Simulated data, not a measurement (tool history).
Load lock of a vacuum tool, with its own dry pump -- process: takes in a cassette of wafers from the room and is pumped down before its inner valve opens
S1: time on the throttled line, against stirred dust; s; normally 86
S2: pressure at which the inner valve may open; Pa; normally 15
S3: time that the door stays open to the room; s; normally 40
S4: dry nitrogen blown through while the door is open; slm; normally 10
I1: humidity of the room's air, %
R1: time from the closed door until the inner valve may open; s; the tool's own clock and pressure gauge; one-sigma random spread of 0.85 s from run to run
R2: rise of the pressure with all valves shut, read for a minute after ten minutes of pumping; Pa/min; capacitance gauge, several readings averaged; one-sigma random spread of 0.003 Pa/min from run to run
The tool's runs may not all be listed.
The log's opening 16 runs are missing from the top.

Run 17, day 50.488: usual settings but S4 42 slm; I1 44.7. Result: R1 134.1 s, R2 0.018 Pa/min.
Run 18, day 54.142: usual settings but S1 68 s; I1 45.1. Result: R1 116.9 s, R2 0.031 Pa/min.
Run 19, day 55.971: usual settings but S1 68 s; I1 48.1. Result: R1 118.0 s, R2 0.032 Pa/min.
Run 20, day 59.217: usual settings but S1 68 s, S3 84 s; I1 44.5. Result: R1 116.7 s, R2 0.040 Pa/min.
Run 21, day 62.354: usual settings but S1 68 s, S2 11 Pa, S3 123 s; I1 45.7. Result: R1 118.6 s, R2 0.049 Pa/min.
Run 22, day 65.825: usual settings but S3 186 s, S4 39 slm; I1 44.3. Result: R1 133.2 s, R2 0.026 Pa/min.
Run 23, day 67.742: usual settings but S3 186 s, S4 11 slm; I1 42.6. Result: R1 131.9 s, R2 0.049 Pa/min.
Run 24, day 71.846: usual settings but S1 162 s, S2 25 Pa, S4 28 slm; I1 45.0. Result: R1 196.6 s, R2 0.020 Pa/min.
Run 25, day 74.054: usual settings but S2 14 Pa, S3 96 s; I1 47.0. Result: R1 135.3 s, R2 0.046 Pa/min.
Run 26, day 76.858: usual settings but S2 26 Pa, S3 36 s, S4 8 slm; I1 46.1. Result: R1 130.4 s, R2 0.039 Pa/min.
Run 27, day 78.938: usual settings but S1 75 s, S4 5 slm; I1 43.3. Result: R1 123.3 s, R2 0.037 Pa/min.
Run 28, day 81.608: usual settings but S2 16 Pa, S4 25 slm; I1 45.7. Result: R1 133.7 s, R2 0.025 Pa/min.
Run 29, day 84.950: usual settings but S1 129 s, S2 10 Pa, S3 112 s, S4 37 slm; I1 44.1. Result: R1 172.1 s, R2 0.022 Pa/min.
Run 30, day 88.071: usual settings but S1 129 s, S2 10 Pa, S3 112 s, S4 37 slm; I1 45.4. Result: R1 175.0 s, R2 0.024 Pa/min.
Run 31, day 91.546: usual settings but S2 13 Pa, S3 29 s, S4 19 slm; I1 44.9. Result: R1 134.8 s, R2 0.021 Pa/min.
Run 32, day 95.575: usual settings but S1 52 s, S2 20 Pa; I1 48.1. Result: R1 102.0 s, R2 0.034 Pa/min.
Run 33, day 99.342: usual settings but S2 14 Pa, S3 107 s, S4 6 slm; I1 42.1. Result: R1 132.8 s, R2 0.052 Pa/min.

Forecast each of these 3 alternatives for the next run:
Run A, day 102.300: usual settings but S1 91 s, S2 17 Pa, S3 107 s, S4 21 slm; I1 48.5. Result: R1 ?, R2 ?.
Run B, day 102.300: usual settings but S1 109 s, S2 14 Pa, S3 183 s, S4 6 slm; I1 48.0. Result: R1 ?, R2 ?.
Run C, day 102.300: usual settings but S3 76 s; I1 46.8. Result: R1 ?, R2 ?.

run     R1     R2
  A  137.3  0.033
  B  153.9  0.067
  C  132.4  0.042
With no hidden state in the tool, these same runs would have given:
run     R1     R2
  A  137.3  0.032
  B  153.9  0.066
  C  132.4  0.042
